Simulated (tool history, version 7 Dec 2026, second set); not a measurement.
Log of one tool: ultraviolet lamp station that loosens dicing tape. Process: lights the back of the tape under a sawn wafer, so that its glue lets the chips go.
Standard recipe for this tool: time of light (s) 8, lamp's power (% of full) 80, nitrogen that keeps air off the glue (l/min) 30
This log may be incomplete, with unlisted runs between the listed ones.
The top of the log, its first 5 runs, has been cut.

run,hour,time of light (s),lamp's power (% of full),nitrogen that keeps air off the glue (l/min),force that peels the tape off (N),light that reached the tape (mJ/cm²)
6,299.3,8,80,30,0.443,308
7,356.0,8,72,30,0.507,264
8,411.8,8,72,30,0.525,263
9,494.4,8,80,30,0.433,286
# hour 520.7: window cleaned of glue's vapour, once more
10,544.0,8,80,30,0.362,340
11,622.7,8,80,30,0.370,335
12,663.9,8,80,30,0.379,331
13,724.5,8,80,30,0.405,319
14,793.7,8,80,30,0.412,316
15,835.8,8,80,35,0.385,309
16,895.4,8,80,35,0.387,307
17,929.7,8,83,47,0.352,313
18,965.5,8,83,47,0.365,313
19,1034.5,8,80,10,0.666,291
20,1118.1,8,65,10,0.939,234
# hour 1169.7: window cleaned of glue's vapour
21,1180.0,4,71,48,1.071,135
22,1246.5,16,72,13,0.277,537
23,1300.8,16,72,13,0.273,530
# hour 1332.4: lamp changed
24,1344.4,8,67,9,0.454,391
25,1385.2,6,80,50,0.305,352
26,1432.1,12,99,30,0.184,836
27,1479.2,6,61,16,0.667,259
28,1550.8,8,95,30,0.220,526
29,1632.6,8,95,30,0.234,512

Estimate the outcome of run 30 from the log above:
30,1688.7,5,68,30,?,?

Run 30 came out at force that peels the tape off (N) 0.621, light that reached the tape (mJ/cm²) 223.
Take away the tool's hidden state, keep the run-to-run variation as it was, and the same run would have given force that peels the tape off (N) 0.515, light that reached the tape (mJ/cm²) 256.

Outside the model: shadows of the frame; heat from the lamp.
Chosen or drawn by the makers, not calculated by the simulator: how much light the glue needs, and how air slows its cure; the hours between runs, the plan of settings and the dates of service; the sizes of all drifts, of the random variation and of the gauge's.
